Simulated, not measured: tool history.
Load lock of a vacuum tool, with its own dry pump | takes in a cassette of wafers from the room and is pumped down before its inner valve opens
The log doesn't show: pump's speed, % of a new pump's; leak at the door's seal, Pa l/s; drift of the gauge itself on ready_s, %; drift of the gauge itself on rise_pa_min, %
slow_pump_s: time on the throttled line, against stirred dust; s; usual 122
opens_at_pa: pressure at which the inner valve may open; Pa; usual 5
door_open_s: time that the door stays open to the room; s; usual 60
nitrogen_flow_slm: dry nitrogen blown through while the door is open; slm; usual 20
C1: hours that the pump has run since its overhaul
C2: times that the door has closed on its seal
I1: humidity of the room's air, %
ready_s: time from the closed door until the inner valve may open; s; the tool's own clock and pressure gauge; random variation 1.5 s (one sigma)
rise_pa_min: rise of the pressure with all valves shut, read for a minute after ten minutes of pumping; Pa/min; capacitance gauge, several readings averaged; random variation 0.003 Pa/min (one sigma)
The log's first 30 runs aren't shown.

{"run": 31, "hour": 7530.3, "slow_pump_s": 122, "opens_at_pa": 4, "door_open_s": 135, "nitrogen_flow_slm": 5, "C1": 11998, "C2": 65246, "I1": 47.4, "ready_s": 253.3, "rise_pa_min": 0.407}
{"run": 32, "hour": 7849.7, "slow_pump_s": 122, "opens_at_pa": 6, "door_open_s": 60, "nitrogen_flow_slm": 20, "C1": 12318, "C2": 66484, "I1": 46.7, "ready_s": 249.1, "rise_pa_min": 0.359}
{"run": 33, "hour": 7998.6, "slow_pump_s": 122, "opens_at_pa": 5, "door_open_s": 60, "nitrogen_flow_slm": 4, "C1": 12467, "C2": 67062, "I1": 46.5, "ready_s": 253.4, "rise_pa_min": 0.39}
{"run": 34, "hour": 8191.0, "slow_pump_s": 199, "opens_at_pa": 5, "door_open_s": 170, "nitrogen_flow_slm": 29, "C1": 12659, "C2": 67807, "I1": 44.1, "ready_s": 313.6, "rise_pa_min": 0.393}
{"run": 35, "hour": 8519.6, "slow_pump_s": 88, "opens_at_pa": 8, "door_open_s": 54, "nitrogen_flow_slm": 6, "C1": 12988, "C2": 69082, "I1": 42.4, "ready_s": 216.8, "rise_pa_min": 0.392}
{"run": 36, "hour": 8802.0, "slow_pump_s": 88, "opens_at_pa": 8, "door_open_s": 54, "nitrogen_flow_slm": 6, "C1": 13270, "C2": 70177, "I1": 43.3, "ready_s": 217, "rise_pa_min": 0.403}
{"run": 37, "hour": 8973.5, "slow_pump_s": 156, "opens_at_pa": 7, "door_open_s": 91, "nitrogen_flow_slm": 6, "C1": 13441, "C2": 70841, "I1": 46.1, "ready_s": 273.2, "rise_pa_min": 0.426}
{"run": 38, "hour": 9243.6, "slow_pump_s": 156, "opens_at_pa": 7, "door_open_s": 91, "nitrogen_flow_slm": 6, "C1": 13712, "C2": 71889, "I1": 43.7, "ready_s": 273.8, "rise_pa_min": 0.432}

Forecast each of these 3 alternatives for the next run:
{"hour": 9316.2, "done": "door's seal changed, seat wiped"}
{"run": "A", "hour": 9487.8, "slow_pump_s": 145, "opens_at_pa": 5, "door_open_s": 62, "nitrogen_flow_slm": 10, "C1": 13954, "C2": 665, "I1": 44.7, "ready_s": "?", "rise_pa_min": "?"}
{"hour": 9316.2, "done": "door's seal changed, seat wiped"}
{"run": "B", "hour": 9487.8, "slow_pump_s": 156, "opens_at_pa": 7, "door_open_s": 85, "nitrogen_flow_slm": 26, "C1": 13954, "C2": 665, "I1": 45.9, "ready_s": "?", "rise_pa_min": "?"}
{"hour": 9316.2, "done": "door's seal changed, seat wiped"}
{"run": "C", "hour": 9487.8, "slow_pump_s": 156, "opens_at_pa": 7, "door_open_s": 91, "nitrogen_flow_slm": 27, "C1": 13954, "C2": 665, "I1": 45.1, "ready_s": "?", "rise_pa_min": "?"}

run=A ready_s=270.9 rise_pa_min=0.035
run=B ready_s=273.6 rise_pa_min=0.028
run=C ready_s=274.4 rise_pa_min=0.03
Without the tool's hidden state the same runs would have given:
run=A ready_s=257.2 rise_pa_min=0.033
run=B ready_s=261.1 rise_pa_min=0.026
run=C ready_s=261.8 rise_pa_min=0.029

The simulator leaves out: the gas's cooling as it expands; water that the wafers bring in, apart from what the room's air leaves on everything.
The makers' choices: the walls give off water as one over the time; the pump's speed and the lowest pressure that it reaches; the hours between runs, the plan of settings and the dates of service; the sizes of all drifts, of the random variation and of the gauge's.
